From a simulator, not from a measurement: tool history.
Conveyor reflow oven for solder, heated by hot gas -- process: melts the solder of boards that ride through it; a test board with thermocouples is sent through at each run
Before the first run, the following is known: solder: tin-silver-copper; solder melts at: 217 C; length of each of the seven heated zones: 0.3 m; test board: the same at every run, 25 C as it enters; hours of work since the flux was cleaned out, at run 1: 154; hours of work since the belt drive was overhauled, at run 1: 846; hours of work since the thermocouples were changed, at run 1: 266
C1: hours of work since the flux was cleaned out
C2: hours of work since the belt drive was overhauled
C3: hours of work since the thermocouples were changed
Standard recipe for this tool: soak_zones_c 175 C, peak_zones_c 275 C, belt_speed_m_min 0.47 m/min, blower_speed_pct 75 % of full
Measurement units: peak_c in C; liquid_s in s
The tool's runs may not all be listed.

Run 1, hour 0: usual settings; C1 154; C2 846; C3 266. Result: peak_c 256.4 C, liquid_s 59.7 s.
Run 2, hour 10.1: usual settings but belt_speed_m_min 0.465 m/min; C1 160; C2 852; C3 273. Result: peak_c 256.8 C, liquid_s 60.7 s.
At hour 23.5: belt drive overhauled, speed set with a stopwatch.
Run 3, hour 23.7: usual settings but belt_speed_m_min 0.465 m/min; C1 166; C2 0; C3 278. Result: peak_c 256.5 C, liquid_s 60.5 s.
Run 4, hour 36.1: usual settings; C1 173; C2 8; C3 286. Result: peak_c 256.4 C, liquid_s 59.7 s.
Run 5, hour 48.2: usual settings; C1 181; C2 15; C3 293. Result: peak_c 256.4 C, liquid_s 59.7 s.
Run 6, hour 54.1: usual settings; C1 184; C2 19; C3 297. Result: peak_c 256.2 C, liquid_s 59.8 s.
Run 7, hour 65.7: usual settings; C1 191; C2 26; C3 304. Result: peak_c 256.4 C, liquid_s 59.8 s.
Run 8, hour 77.5: usual settings; C1 198; C2 33; C3 311. Result: peak_c 256.4 C, liquid_s 59.8 s.
Run 9, hour 91.3: usual settings; C1 207; C2 41; C3 320. Result: peak_c 256.4 C, liquid_s 59.7 s.
Run 10, hour 103.8: usual settings but peak_zones_c 265 C; C1 214; C2 49; C3 327. Result: peak_c 247.9 C, liquid_s 53.8 s.
Run 11, hour 110.6: usual settings but peak_zones_c 265 C; C1 219; C2 53; C3 331. Result: peak_c 247.8 C, liquid_s 53.9 s.
Run 12, hour 120.7: usual settings but peak_zones_c 265 C; C1 225; C2 59; C3 337. Result: peak_c 247.7 C, liquid_s 53.9 s.
Run 13, hour 134.7: usual settings but peak_zones_c 265 C; C1 233; C2 68; C3 346. Result: peak_c 248 C, liquid_s 53.7 s.
Run 14, hour 146.5: usual settings but peak_zones_c 265 C; C1 240; C2 75; C3 353. Result: peak_c 247.9 C, liquid_s 53.9 s.
Run 15, hour 157.6: usual settings but peak_zones_c 265 C; C1 247; C2 82; C3 360. Result: peak_c 248 C, liquid_s 53.6 s.
Run 16, hour 164.3: usual settings but peak_zones_c 287 C, belt_speed_m_min 0.527 m/min, blower_speed_pct 87 % of full; C1 251; C2 86; C3 364. Result: peak_c 265.2 C, liquid_s 57.5 s.
Run 17, hour 174.2: usual settings but peak_zones_c 287 C, belt_speed_m_min 0.527 m/min, blower_speed_pct 87 % of full; C1 257; C2 92; C3 370. Result: peak_c 264.8 C, liquid_s 57.3 s.
Run 18, hour 180.1: usual settings but soak_zones_c 179 C; C1 261; C2 95; C3 374. Result: peak_c 256.8 C, liquid_s 61.6 s.
Run 19, hour 193.7: usual settings but soak_zones_c 179 C; C1 269; C2 104; C3 382. Result: peak_c 257 C, liquid_s 61.6 s.
Run 20, hour 205.5: usual settings but soak_zones_c 179 C; C1 276; C2 111; C3 389. Result: peak_c 257.1 C, liquid_s 61.7 s.
Run 21, hour 214.8: usual settings but belt_speed_m_min 0.472 m/min, blower_speed_pct 57 % of full; C1 282; C2 117; C3 395. Result: peak_c 251.4 C, liquid_s 54.7 s.
Run 22, hour 226: usual settings but soak_zones_c 174 C, peak_zones_c 276 C, belt_speed_m_min 0.472 m/min, blower_speed_pct 50 % of full; C1 289; C2 123; C3 402. Result: peak_c 249.6 C, liquid_s 52.3 s.
Run 23, hour 240.1: usual settings but soak_zones_c 174 C, peak_zones_c 276 C, belt_speed_m_min 0.472 m/min, blower_speed_pct 50 % of full; C1 297; C2 132; C3 410. Result: peak_c 249.2 C, liquid_s 52.1 s.
Run 24, hour 246.9: usual settings but soak_zones_c 184 C, belt_speed_m_min 0.478 m/min; C1 302; C2 136; C3 414. Result: peak_c 257.4 C, liquid_s 62.8 s.
At hour 257: flux residue cleaned out of gas plates and filters.
Run 25, hour 262.5: usual settings but soak_zones_c 184 C, belt_speed_m_min 0.534 m/min, blower_speed_pct 52 % of full; C1 3; C2 143; C3 421. Result: peak_c 246.8 C, liquid_s 46.6 s.
Run 26, hour 269.7: usual settings but soak_zones_c 169 C, peak_zones_c 268 C, belt_speed_m_min 0.525 m/min, blower_speed_pct 74 % of full; C1 8; C2 147; C3 425. Result: peak_c 245.1 C, liquid_s 42.9 s.
Run 27, hour 279.7: usual settings but soak_zones_c 169 C, peak_zones_c 287 C, belt_speed_m_min 0.497 m/min, blower_speed_pct 79 % of full; C1 14; C2 153; C3 431. Result: peak_c 264.1 C, liquid_s 59 s.
Run 28, hour 293.5: usual settings but soak_zones_c 169 C, peak_zones_c 287 C, belt_speed_m_min 0.549 m/min, blower_speed_pct 72 % of full; C1 22; C2 161; C3 440. Result: peak_c 257.7 C, liquid_s 49.2 s.
Run 29, hour 304.3: usual settings but belt_speed_m_min 0.447 m/min; C1 29; C2 168; C3 446. Result: peak_c 257.9 C, liquid_s 64.4 s.
Run 30, hour 314.1: usual settings but soak_zones_c 179 C, blower_speed_pct 57 % of full; C1 35; C2 174; C3 452. Result: peak_c 252.5 C, liquid_s 57.5 s.

Across each entry between runs, compare the hidden state at the last listed run before it with the hidden state at the first listed run after it:
From run 2 to run 3: belt drive overhauled, speed set with a stopwatch (hour 23.5)
  belt's true speed, % of the reading: 99.91 -> 100; true gas temperature in zones 6 and 7 over the reading, C: 0 -> -0.01
From run 24 to run 25: flux residue cleaned out of gas plates and filters (hour 257)
  heat that the gas passes to the board, % of a clean oven's: 99.7 -> 100

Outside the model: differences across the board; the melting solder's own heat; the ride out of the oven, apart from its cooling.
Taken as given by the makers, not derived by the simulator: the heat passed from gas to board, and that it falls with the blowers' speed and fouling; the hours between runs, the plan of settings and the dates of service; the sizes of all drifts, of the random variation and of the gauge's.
